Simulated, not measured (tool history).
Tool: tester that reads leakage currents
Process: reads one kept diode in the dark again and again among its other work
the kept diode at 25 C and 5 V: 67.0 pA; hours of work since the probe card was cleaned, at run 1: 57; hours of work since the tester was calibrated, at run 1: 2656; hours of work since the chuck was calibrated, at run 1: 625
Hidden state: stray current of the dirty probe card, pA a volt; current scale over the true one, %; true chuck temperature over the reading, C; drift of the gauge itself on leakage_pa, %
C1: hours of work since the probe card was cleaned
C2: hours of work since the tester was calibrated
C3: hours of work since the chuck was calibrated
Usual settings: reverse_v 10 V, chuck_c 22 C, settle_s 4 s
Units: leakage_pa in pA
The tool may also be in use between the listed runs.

{"run": 1, "day": 0.0, "reverse_v": 10, "chuck_c": 22, "settle_s": 4, "C1": 57, "C2": 2656, "C3": 625, "leakage_pa": 69.29}
{"day": 4.1, "done": "tester calibrated"}
{"run": 2, "day": 9.192, "reverse_v": 10, "chuck_c": 22, "settle_s": 4, "C1": 225, "C2": 94, "C3": 792, "leakage_pa": 70.48}
{"run": 3, "day": 17.15, "reverse_v": 10, "chuck_c": 22, "settle_s": 4, "C1": 371, "C2": 240, "C3": 939, "leakage_pa": 70.5}
{"run": 4, "day": 25.829, "reverse_v": 10, "chuck_c": 22, "settle_s": 4, "C1": 531, "C2": 400, "C3": 1098, "leakage_pa": 70.83}
{"run": 5, "day": 33.521, "reverse_v": 10, "chuck_c": 22, "settle_s": 4, "C1": 672, "C2": 541, "C3": 1240, "leakage_pa": 70.86}
{"run": 6, "day": 42.392, "reverse_v": 10, "chuck_c": 22, "settle_s": 4, "C1": 836, "C2": 704, "C3": 1403, "leakage_pa": 71.57}
{"run": 7, "day": 50.179, "reverse_v": 10, "chuck_c": 22, "settle_s": 4, "C1": 979, "C2": 848, "C3": 1546, "leakage_pa": 71.81}
{"run": 8, "day": 55.117, "reverse_v": 10, "chuck_c": 22, "settle_s": 4, "C1": 1070, "C2": 939, "C3": 1637, "leakage_pa": 71.81}
{"run": 9, "day": 61.425, "reverse_v": 10, "chuck_c": 22, "settle_s": 4, "C1": 1186, "C2": 1055, "C3": 1753, "leakage_pa": 72.35}
{"run": 10, "day": 69.192, "reverse_v": 10, "chuck_c": 22, "settle_s": 4, "C1": 1329, "C2": 1198, "C3": 1896, "leakage_pa": 72.52}
{"run": 11, "day": 77.658, "reverse_v": 4.2, "chuck_c": 22, "settle_s": 4, "C1": 1485, "C2": 1353, "C3": 2052, "leakage_pa": 47.9}
{"run": 12, "day": 82.492, "reverse_v": 4.2, "chuck_c": 22, "settle_s": 4, "C1": 1573, "C2": 1442, "C3": 2141, "leakage_pa": 47.94}
{"run": 13, "day": 88.242, "reverse_v": 4.2, "chuck_c": 22, "settle_s": 4, "C1": 1679, "C2": 1548, "C3": 2247, "leakage_pa": 48.05}
{"day": 94.508, "done": "chuck's temperature calibrated"}
{"run": 14, "day": 97.325, "reverse_v": 9.7, "chuck_c": 51, "settle_s": 2.78, "C1": 1845, "C2": 1714, "C3": 52, "leakage_pa": 498.33}
{"day": 100.067, "done": "probe card cleaned and baked"}
{"run": 15, "day": 106.088, "reverse_v": 4.7, "chuck_c": 34, "settle_s": 1.36, "C1": 111, "C2": 1873, "C3": 211, "leakage_pa": 121.21}
{"run": 16, "day": 112.479, "reverse_v": 4.7, "chuck_c": 34, "settle_s": 9.06, "C1": 228, "C2": 1990, "C3": 328, "leakage_pa": 119.26}
{"run": 17, "day": 120.65, "reverse_v": 1.3, "chuck_c": 51, "settle_s": 3.54, "C1": 379, "C2": 2141, "C3": 479, "leakage_pa": 209.32}
{"run": 18, "day": 126.712, "reverse_v": 4.6, "chuck_c": 47, "settle_s": 4, "C1": 490, "C2": 2252, "C3": 590, "leakage_pa": 270.18}
{"run": 19, "day": 131.375, "reverse_v": 5.5, "chuck_c": 48, "settle_s": 3.77, "C1": 576, "C2": 2338, "C3": 676, "leakage_pa": 307.71}
{"run": 20, "day": 136.008, "reverse_v": 5.5, "chuck_c": 48, "settle_s": 3.77, "C1": 661, "C2": 2423, "C3": 761, "leakage_pa": 306.9}
{"run": 21, "day": 144.621, "reverse_v": 3.4, "chuck_c": 22, "settle_s": 1.21, "C1": 820, "C2": 2582, "C3": 920, "leakage_pa": 44.96}
{"day": 152.962, "done": "tester calibrated"}
{"run": 22, "day": 152.962, "reverse_v": 3.1, "chuck_c": 20, "settle_s": 4, "C1": 972, "C2": 0, "C3": 1072, "leakage_pa": 37.77}
{"run": 23, "day": 160.75, "reverse_v": 14.9, "chuck_c": 20, "settle_s": 4, "C1": 1115, "C2": 143, "C3": 1215, "leakage_pa": 79.03}
{"run": 24, "day": 169.15, "reverse_v": 10, "chuck_c": 22, "settle_s": 3.14, "C1": 1270, "C2": 298, "C3": 1369, "leakage_pa": 74.73}
{"run": 25, "day": 173.6, "reverse_v": 9.7, "chuck_c": 35, "settle_s": 1.47, "C1": 1351, "C2": 380, "C3": 1451, "leakage_pa": 169.11}

Forecast run 26:
{"run": 26, "day": 178.383, "reverse_v": 4.3, "chuck_c": 20, "settle_s": 2.26, "C1": 1439, "C2": 468, "C3": 1539, "leakage_pa": "?"}

leakage_pa: 43.51 pA
Without the tool's hidden state the same run would have given leakage_pa 44.07 pA.

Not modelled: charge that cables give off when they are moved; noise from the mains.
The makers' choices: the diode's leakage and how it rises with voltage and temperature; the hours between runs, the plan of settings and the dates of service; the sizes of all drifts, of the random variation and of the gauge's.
